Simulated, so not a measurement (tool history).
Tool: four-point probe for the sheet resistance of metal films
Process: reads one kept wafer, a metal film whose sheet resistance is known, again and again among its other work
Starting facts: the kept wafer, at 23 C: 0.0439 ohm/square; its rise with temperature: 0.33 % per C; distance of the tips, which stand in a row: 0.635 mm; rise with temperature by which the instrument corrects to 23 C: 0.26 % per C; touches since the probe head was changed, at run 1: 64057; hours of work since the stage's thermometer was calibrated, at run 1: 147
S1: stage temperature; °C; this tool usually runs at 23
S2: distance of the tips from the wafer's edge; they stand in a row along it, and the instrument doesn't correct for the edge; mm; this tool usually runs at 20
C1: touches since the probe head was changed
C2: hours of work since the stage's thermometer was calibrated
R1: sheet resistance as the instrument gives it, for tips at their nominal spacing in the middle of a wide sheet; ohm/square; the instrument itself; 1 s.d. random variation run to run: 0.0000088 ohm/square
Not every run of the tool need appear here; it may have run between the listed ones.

| run | day | S1 | S2 | C1 | C2 | R1 |
|---|---|---|---|---|---|---|
| 1 | 0.000 | 23 | 20 | 64057 | 147 | 0.043623 |
| 2 | 4.679 | 23 | 20 | 68195 | 195 | 0.043610 |
| 3 | 9.267 | 23 | 20 | 72251 | 242 | 0.043587 |
| 4 | 12.333 | 23 | 20 | 74963 | 273 | 0.043580 |
| 5 | 16.312 | 35 | 20 | 78484 | 313 | 0.043925 |
| 6 | 18.933 | 29 | 20 | 80800 | 340 | 0.043728 |
|  | 20.821 | new probe head fitted |
| 7 | 22.958 | 29 | 20 | 1892 | 381 | 0.044159 |
| 8 | 27.012 | 29 | 9 | 5479 | 422 | 0.044233 |
| 9 | 29.525 | 29 | 9 | 7700 | 448 | 0.044222 |
| 10 | 32.929 | 29 | 9 | 10708 | 482 | 0.044208 |
| 11 | 35.879 | 23 | 20 | 13318 | 512 | 0.043925 |
| 12 | 41.008 | 23 | 20 | 17854 | 564 | 0.043901 |
| 13 | 43.908 | 23 | 20 | 20418 | 594 | 0.043884 |
| 14 | 46.246 | 23 | 20 | 22488 | 618 | 0.043877 |
| 15 | 49.788 | 23 | 20 | 25619 | 654 | 0.043871 |
| 16 | 54.267 | 23 | 27 | 29580 | 699 | 0.043828 |
| 17 | 58.379 | 19 | 20 | 33215 | 741 | 0.043713 |
| 18 | 60.633 | 23 | 16 | 35212 | 764 | 0.043846 |
| 19 | 65.729 | 23 | 16 | 39718 | 816 | 0.043844 |
| 20 | 69.292 | 23 | 16 | 42868 | 852 | 0.043821 |
| 21 | 72.021 | 23 | 16 | 45281 | 880 | 0.043829 |
|  | 72.471 | stage's thermometer calibrated |
| 22 | 75.233 | 23 | 16 | 48104 | 28 | 0.043814 |
| 23 | 80.292 | 26 | 25 | 52577 | 80 | 0.043878 |
| 24 | 82.633 | 26 | 25 | 54647 | 103 | 0.043859 |
| 25 | 87.321 | 26 | 25 | 58794 | 151 | 0.043838 |
| 26 | 90.642 | 19 | 68 | 61731 | 185 | 0.043584 |
| 27 | 95.783 | 19 | 13 | 66277 | 237 | 0.043639 |

Estimate the outcome of run 28 from the log above:
| 28 | 98.912 | 32 | 13 | 69044 | 269 | ? |

{"run 28": {"R1": 0.044029}}
Minus the tool's unlogged condition, the same run would have read R1 0.044239 ohm/square.

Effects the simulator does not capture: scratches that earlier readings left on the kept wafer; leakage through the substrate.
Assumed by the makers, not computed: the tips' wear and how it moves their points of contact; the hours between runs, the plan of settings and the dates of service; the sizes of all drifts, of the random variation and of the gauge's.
